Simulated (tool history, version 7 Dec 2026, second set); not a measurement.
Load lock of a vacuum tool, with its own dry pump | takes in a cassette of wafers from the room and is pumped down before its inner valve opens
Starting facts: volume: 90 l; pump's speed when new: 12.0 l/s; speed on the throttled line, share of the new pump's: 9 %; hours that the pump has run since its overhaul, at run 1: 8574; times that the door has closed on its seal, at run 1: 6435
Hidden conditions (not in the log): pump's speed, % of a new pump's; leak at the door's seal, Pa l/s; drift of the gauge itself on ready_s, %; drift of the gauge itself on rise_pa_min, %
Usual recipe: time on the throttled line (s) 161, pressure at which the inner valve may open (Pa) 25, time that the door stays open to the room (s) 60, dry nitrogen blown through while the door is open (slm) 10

| run | hour | time on the throttled line (s) | pressure at which the inner valve may open (Pa) | time that the door stays open to the room (s) | dry nitrogen blown through while the door is open (slm) | hours that the pump has run since its overhaul | times that the door has closed on its seal | incoming humidity of the room's air, % | time from the closed door until the inner valve may open (s) | rise of the pressure with all valves shut (Pa/min) |
|---|---|---|---|---|---|---|---|---|---|---|
| 1 | 0 | 161 | 25 | 60 | 10 | 8574 | 6435 | 45 | 216.1 | 0.041 |
| 2 | 89 | 100 | 25 | 60 | 10 | 8663 | 6598 | 45.4 | 161.8 | 0.043 |
| 3 | 163.9 | 161 | 34 | 60 | 10 | 8737 | 6734 | 43.7 | 215.8 | 0.037 |
| 4 | 254.5 | 161 | 34 | 60 | 10 | 8828 | 6900 | 43.7 | 216.4 | 0.045 |
| 5 | 306 | 161 | 34 | 60 | 10 | 8879 | 6994 | 46.6 | 219.1 | 0.039 |
| 6 | 418 | 161 | 34 | 109 | 10 | 8992 | 7199 | 47.5 | 215.6 | 0.068 |
| 7 | 509.7 | 161 | 25 | 141 | 10 | 9083 | 7366 | 44.5 | 219.3 | 0.069 |
| 8 | 598.8 | 161 | 25 | 141 | 10 | 9172 | 7529 | 46.1 | 216.7 | 0.073 |
| 9 | 645.7 | 91 | 25 | 60 | 10 | 9219 | 7614 | 46.6 | 153.4 | 0.048 |
| 10 | 744.8 | 90 | 25 | 60 | 10 | 9318 | 7795 | 49.2 | 155 | 0.046 |
| 11 | 824.7 | 90 | 25 | 40 | 10 | 9398 | 7941 | 45.9 | 151.6 | 0.039 |
| 12 | 917.4 | 161 | 25 | 60 | 10 | 9491 | 8111 | 46.3 | 219.4 | 0.042 |
| 13 | 973.3 | 161 | 25 | 60 | 10 | 9547 | 8213 | 46.9 | 218.3 | 0.044 |
| 14 | 1022.9 | 161 | 25 | 60 | 10 | 9596 | 8303 | 41.9 | 216.2 | 0.04 |
| 15 | 1090.2 | 161 | 25 | 60 | 10 | 9664 | 8426 | 45.1 | 219.1 | 0.046 |
| 16 | 1202.5 | 161 | 25 | 60 | 10 | 9776 | 8631 | 43.7 | 221.5 | 0.046 |
| 17 | 1294.9 | 161 | 25 | 60 | 10 | 9868 | 8800 | 46 | 217.9 | 0.041 |
| 18 | 1351.1 | 161 | 34 | 60 | 10 | 9925 | 8903 | 49.7 | 214.9 | 0.05 |
| 19 | 1413 | 123 | 25 | 60 | 6 | 9987 | 9016 | 42 | 184.6 | 0.047 |
| 20 | 1519.6 | 161 | 21 | 216 | 10 | 10093 | 9211 | 44.1 | 221.2 | 0.088 |
| 21 | 1575.1 | 161 | 25 | 60 | 24 | 10149 | 9312 | 42.8 | 220.9 | 0.041 |
| 22 | 1631.3 | 265 | 25 | 57 | 14 | 10205 | 9415 | 46.5 | 313.5 | 0.045 |
| 23 | 1721.2 | 204 | 25 | 61 | 7 | 10295 | 9579 | 46.5 | 258.9 | 0.05 |
| 24 | 1790.2 | 204 | 25 | 61 | 7 | 10364 | 9705 | 47.8 | 256.9 | 0.055 |
| 25 | 1841.2 | 94 | 20 | 49 | 5 | 10415 | 9798 | 45.1 | 160.5 | 0.038 |
| 26 | 1933.5 | 83 | 44 | 37 | 16 | 10507 | 9967 | 45.4 | 143.8 | 0.032 |
| 27 | 2029 | 134 | 25 | 37 | 10 | 10602 | 10141 | 45 | 195.8 | 0.035 |
| 28 | 2123.8 | 134 | 25 | 37 | 10 | 10697 | 10314 | 47.3 | 194.9 | 0.036 |
| 29 | 2190.8 | 134 | 38 | 144 | 10 | 10764 | 10437 | 46.7 | 191.2 | 0.079 |
| 30 | 2303.1 | 134 | 38 | 144 | 10 | 10877 | 10642 | 44.6 | 191.3 | 0.076 |
| 31 | 2376.1 | 134 | 38 | 144 | 10 | 10950 | 10775 | 46.3 | 189.9 | 0.081 |
| 32 | 2445.4 | 291 | 25 | 81 | 23 | 11019 | 10902 | 42.8 | 335 | 0.047 |
| 33 | 2541 | 156 | 25 | 60 | 10 | 11115 | 11076 | 47.5 | 216.8 | 0.051 |
| 34 | 2638.1 | 207 | 19 | 87 | 10 | 11212 | 11254 | 42.6 | 264.9 | 0.057 |
| 35 | 2744.4 | 207 | 19 | 87 | 10 | 11318 | 11448 | 43 | 262.5 | 0.056 |
| 36 | 2849.7 | 207 | 19 | 87 | 10 | 11423 | 11640 | 44.3 | 265.8 | 0.058 |

The same runs without the tool's hidden state, with the same run-to-run variation:
| run | time from the closed door until the inner valve may open (s) | rise of the pressure with all valves shut (Pa/min) |
|---|---|---|
| 1 | 208.6 | 0.032 |
| 2 | 153.3 | 0.033 |
| 3 | 208.5 | 0.028 |
| 4 | 209 | 0.035 |
| 5 | 211.5 | 0.029 |
| 6 | 208 | 0.057 |
| 7 | 211.2 | 0.058 |
| 8 | 208.7 | 0.061 |
| 9 | 144.4 | 0.037 |
| 10 | 145.7 | 0.035 |
| 11 | 142.4 | 0.027 |
| 12 | 210.9 | 0.029 |
| 13 | 209.8 | 0.031 |
| 14 | 207.8 | 0.027 |
| 15 | 210.5 | 0.033 |
| 16 | 212.7 | 0.032 |
| 17 | 209.1 | 0.027 |
| 18 | 206.5 | 0.036 |
| 19 | 174.9 | 0.033 |
| 20 | 211.8 | 0.073 |
| 21 | 211.7 | 0.026 |
| 22 | 306 | 0.03 |
| 23 | 250.2 | 0.035 |
| 24 | 248.3 | 0.04 |
| 25 | 149.5 | 0.022 |
| 26 | 133.9 | 0.016 |
| 27 | 185.7 | 0.019 |
| 28 | 184.8 | 0.019 |
| 29 | 181.6 | 0.061 |
| 30 | 181.5 | 0.058 |
| 31 | 180.2 | 0.063 |
| 32 | 327.1 | 0.029 |
| 33 | 206.5 | 0.032 |
| 34 | 254.9 | 0.039 |
| 35 | 252.5 | 0.037 |
| 36 | 255.6 | 0.039 |

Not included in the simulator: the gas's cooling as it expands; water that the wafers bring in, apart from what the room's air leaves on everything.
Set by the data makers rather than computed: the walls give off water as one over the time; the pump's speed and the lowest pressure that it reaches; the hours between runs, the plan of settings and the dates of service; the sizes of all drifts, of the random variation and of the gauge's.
